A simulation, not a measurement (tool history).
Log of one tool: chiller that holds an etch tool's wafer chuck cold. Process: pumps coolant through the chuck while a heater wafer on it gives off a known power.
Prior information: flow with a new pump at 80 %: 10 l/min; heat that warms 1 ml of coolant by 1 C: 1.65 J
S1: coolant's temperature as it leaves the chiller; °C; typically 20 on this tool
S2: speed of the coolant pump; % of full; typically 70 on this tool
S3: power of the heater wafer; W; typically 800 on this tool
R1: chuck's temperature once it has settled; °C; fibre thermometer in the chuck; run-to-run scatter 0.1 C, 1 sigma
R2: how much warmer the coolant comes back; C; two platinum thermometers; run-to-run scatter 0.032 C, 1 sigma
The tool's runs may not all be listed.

Run 1, hour 0.0: usual settings. Result: R1 28.7 °C, R2 3.42 C.
Run 2, hour 102.1: usual settings but S3 649 W. Result: R1 27.0 °C, R2 2.78 C.
Run 3, hour 216.0: usual settings but S3 649 W. Result: R1 27.2 °C, R2 2.76 C.
Run 4, hour 321.5: usual settings but S2 87 % of full. Result: R1 27.4 °C, R2 2.77 C.
Run 5, hour 430.5: usual settings but S1 22 °C, S2 87 % of full. Result: R1 29.6 °C, R2 2.79 C.
Run 6, hour 540.1: usual settings but S1 22 °C, S2 87 % of full. Result: R1 29.5 °C, R2 2.79 C.
Run 7, hour 644.1: usual settings. Result: R1 28.8 °C, R2 3.57 C.
Run 8, hour 763.7: usual settings. Result: R1 28.8 °C, R2 3.51 C.
Run 9, hour 828.1: usual settings but S2 80 % of full. Result: R1 28.2 °C, R2 3.09 C.
Run 10, hour 914.6: usual settings but S1 18 °C. Result: R1 26.9 °C, R2 3.52 C.
Run 11, hour 999.9: usual settings but S1 18 °C. Result: R1 27.0 °C, R2 3.51 C.
Run 12, hour 1054.1: usual settings but S1 18 °C. Result: R1 27.0 °C, R2 3.50 C.
Run 13, hour 1107.5: usual settings but S1 18 °C, S2 61 % of full. Result: R1 27.8 °C, R2 4.14 C.
Run 14, hour 1228.5: usual settings but S1 18 °C, S2 61 % of full. Result: R1 28.0 °C, R2 4.09 C.
Run 15, hour 1331.6: usual settings but S1 18 °C, S2 61 % of full. Result: R1 28.1 °C, R2 4.12 C.
Run 16, hour 1398.6: usual settings but S1 21 °C. Result: R1 30.3 °C, R2 3.54 C.
Run 17, hour 1487.3: usual settings but S1 16 °C, S2 60 % of full, S3 406 W. Result: R1 20.9 °C, R2 2.12 C.
Run 18, hour 1570.2: usual settings but S1 16 °C, S2 71 % of full, S3 464 W. Result: R1 21.0 °C, R2 2.14 C.
Run 19, hour 1666.5: usual settings but S2 66 % of full. Result: R1 29.7 °C, R2 3.82 C.
Run 20, hour 1774.4: usual settings but S2 66 % of full. Result: R1 29.7 °C, R2 3.88 C.
Run 21, hour 1842.6: usual settings but S2 66 % of full. Result: R1 29.4 °C, R2 3.87 C.
Run 22, hour 1929.2: usual settings but S2 66 % of full. Result: R1 29.6 °C, R2 3.86 C.
Run 23, hour 2028.6: usual settings but S1 12 °C, S2 73 % of full, S3 799 W. Result: R1 21.0 °C, R2 3.53 C.
Run 24, hour 2141.8: usual settings but S1 13 °C, S3 709 W. Result: R1 21.2 °C, R2 3.25 C.
Run 25, hour 2194.6: usual settings but S1 13 °C, S3 709 W. Result: R1 21.4 °C, R2 3.31 C.
Run 26, hour 2311.6: usual settings but S2 86 % of full. Result: R1 28.2 °C, R2 2.97 C.
Run 27, hour 2427.7: usual settings but S1 17 °C, S2 62 % of full, S3 825 W. Result: R1 27.6 °C, R2 4.41 C.
Run 28, hour 2541.4: usual settings but S1 19 °C. Result: R1 28.6 °C, R2 3.73 C.
Run 29, hour 2604.7: usual settings but S1 14 °C, S3 992 W. Result: R1 26.1 °C, R2 4.68 C.
Run 30, hour 2654.3: usual settings but S1 25 °C, S3 422 W. Result: R1 29.9 °C, R2 2.05 C.
Run 31, hour 2715.6: usual settings but S1 25 °C, S3 422 W. Result: R1 29.7 °C, R2 2.01 C.

The same runs without the tool's hidden state, with the same run-to-run variation:
The tool's hidden condition here consists of: heat passed by the chuck's channels, % of clean ones'; flow at a given pump speed, % of a new pump's; coolant's true temperature over the reading, C; drift of the gauge itself on chuck_c, C; drift of the gauge itself on warmer_back_c, C.
run    R1    R2
  1  28.4  3.32
  2  26.7  2.69
  3  26.9  2.66
  4  27.1  2.66
  5  29.2  2.67
  6  29.2  2.66
  7  28.3  3.39
  8  28.3  3.32
  9  27.8  2.92
 10  26.4  3.31
 11  26.4  3.29
 12  26.4  3.28
 13  27.1  3.87
 14  27.2  3.81
 15  27.3  3.83
 16  29.5  3.28
 17  20.7  1.95
 18  20.7  1.98
 19  28.8  3.51
 20  28.8  3.55
 21  28.5  3.53
 22  28.6  3.52
 23  20.1  3.21
 24  20.4  2.94
 25  20.5  2.99
 26  27.4  2.67
 27  26.3  3.96
 28  27.4  3.33
 29  24.5  4.17
 30  29.5  1.83
 31  29.4  1.78
